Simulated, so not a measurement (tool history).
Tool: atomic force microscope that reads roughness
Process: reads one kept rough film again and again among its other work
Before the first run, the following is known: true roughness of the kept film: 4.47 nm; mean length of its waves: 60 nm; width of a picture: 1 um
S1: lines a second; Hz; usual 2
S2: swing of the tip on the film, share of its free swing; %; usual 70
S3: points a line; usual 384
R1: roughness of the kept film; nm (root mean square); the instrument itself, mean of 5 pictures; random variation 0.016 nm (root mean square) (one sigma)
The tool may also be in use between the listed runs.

run	hour	S1	S2	S3	R1
1	0	2	70	384	3.667
2	6.4	2	70	401	3.742
3	10.3	2	70	401	3.691
4	17.7	2	70	384	3.678
5	26.6	2	70	384	3.665
6	32.3	2	70	384	3.668
7	37.2	2	70	384	3.662
8	42.5	3.04	70	384	3.461
9	47.3	2	70	732	3.652
10	56.7	2	70	732	3.626
11	65.2	2	70	732	3.633
12	74.5	0.92	70	384	3.85
13	82.7	1.93	70	384	3.617
14	92.2	1.93	70	384	3.627
15	101	2	70	384	3.585
16	110	2	70	384	3.589
17	115.8	2	70	384	3.576
18	121.7	2	70	724	3.582
19	130.7	2	66	384	3.652
20	137.5	2	70	384	3.563
21	145.7	2	70	384	3.532
# hour 150.6: new tip fitted
22	151.2	2	70	384	3.791
23	159.5	2	70	384	3.808
24	166.7	2	70	384	3.751
25	175.5	1.89	70	384	3.812
26	183.9	1.89	70	384	3.767
27	190.2	1.03	70	384	3.95
28	196.3	1.03	70	402	3.92
29	204.6	1.26	70	363	3.862
30	208.6	0.73	59	529	4.047
31	216.5	0.73	59	367	4.034
32	223.6	0.71	70	875	3.974
33	229.6	2.13	82	570	3.37
34	238	2.13	82	570	3.368
35	244.3	2.13	82	570	3.357
36	251	2.13	82	570	3.322
37	257.4	2.53	79	384	3.297
38	261.3	1.63	89	578	3.268
39	268.6	0.95	89	507	3.572
40	273.7	1.58	70	758	3.724
41	282.4	0.9	69	758	3.856
42	287.4	1.08	80	384	3.674
43	293.5	2	82	384	3.319
44	297.6	2	82	384	3.285
45	303.1	2	82	384	3.304
46	308.9	2.41	82	749	3.171
47	318	2.41	82	749	3.19
48	323	2.02	70	384	3.591
49	332.1	3.14	70	349	3.387
50	338.4	3.14	70	349	3.36
51	347.6	3.14	70	349	3.367
52	351.6	3.14	70	349	3.337
53	356.2	0.65	70	384	3.807

Branching from run 53: 4 alternative next runs. What would each branch give?
# hour 364.1: new tip fitted
A	364.2	2.48	72	269	?
# hour 364.1: new tip fitted
B	364.2	2	84	384	?
# hour 364.1: new tip fitted
C	364.2	2.82	64	650	?
# hour 364.1: new tip fitted
D	364.2	0.65	88	384	?

run	R1
A	3.657
B	3.406
C	3.79
D	3.844
The same runs, with their run-to-run variation unchanged, on a tool lacking any hidden condition would have given:
run	R1
A	3.663
B	3.412
C	3.797
D	3.851
